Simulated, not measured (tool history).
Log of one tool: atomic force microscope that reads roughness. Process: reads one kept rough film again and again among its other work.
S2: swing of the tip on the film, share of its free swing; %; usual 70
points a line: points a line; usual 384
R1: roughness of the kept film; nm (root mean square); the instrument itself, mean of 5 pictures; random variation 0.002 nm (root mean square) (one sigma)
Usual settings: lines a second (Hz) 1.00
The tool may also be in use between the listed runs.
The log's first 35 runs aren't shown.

At hour 382.0: new tip fitted.
Run 36, hour 388.4: usual settings but lines a second (Hz) 3.61, S2 77 %. Result: R1 0.593 nm (root mean square).
At hour 394.8: height scale calibrated on a step standard, once more.
Run 37, hour 398.1: usual settings but lines a second (Hz) 0.84, S2 77 %. Result: R1 0.656 nm (root mean square).
Run 38, hour 405.3: usual settings but lines a second (Hz) 0.84, S2 77 %, points a line 502. Result: R1 0.654 nm (root mean square).
Run 39, hour 421.8: usual settings but lines a second (Hz) 0.84, S2 77 %, points a line 502. Result: R1 0.652 nm (root mean square).
Run 40, hour 430.1: usual settings but lines a second (Hz) 0.84, S2 68 %, points a line 539. Result: R1 0.664 nm (root mean square).
Run 41, hour 446.1: usual settings but lines a second (Hz) 2.97. Result: R1 0.622 nm (root mean square).
Run 42, hour 455.4: usual settings but lines a second (Hz) 0.81, S2 82 %, points a line 359. Result: R1 0.642 nm (root mean square).
Run 43, hour 470.1: usual settings but lines a second (Hz) 1.97, S2 58 %. Result: R1 0.651 nm (root mean square).
Run 44, hour 481.6: usual settings but S2 80 %, points a line 369. Result: R1 0.636 nm (root mean square).

4 ways to go on from here, each from the tool as it stands after run 44. What would each give?
Run A, hour 496.5: usual settings but lines a second (Hz) 1.16, S2 79 %, points a line 577. Result: R1 ?.
Run B, hour 496.5: usual settings but S2 79 %, points a line 556. Result: R1 ?.
Run C, hour 496.5: usual settings but lines a second (Hz) 2.65, S2 81 %, points a line 287. Result: R1 ?.
Run D, hour 496.5: usual settings but lines a second (Hz) 0.73. Result: R1 ?.

run     R1
  A  0.634
  B  0.638
  C  0.591
  D  0.650
Without the tool's hidden state the same runs would have given:
run     R1
  A  0.649
  B  0.653
  C  0.604
  D  0.665
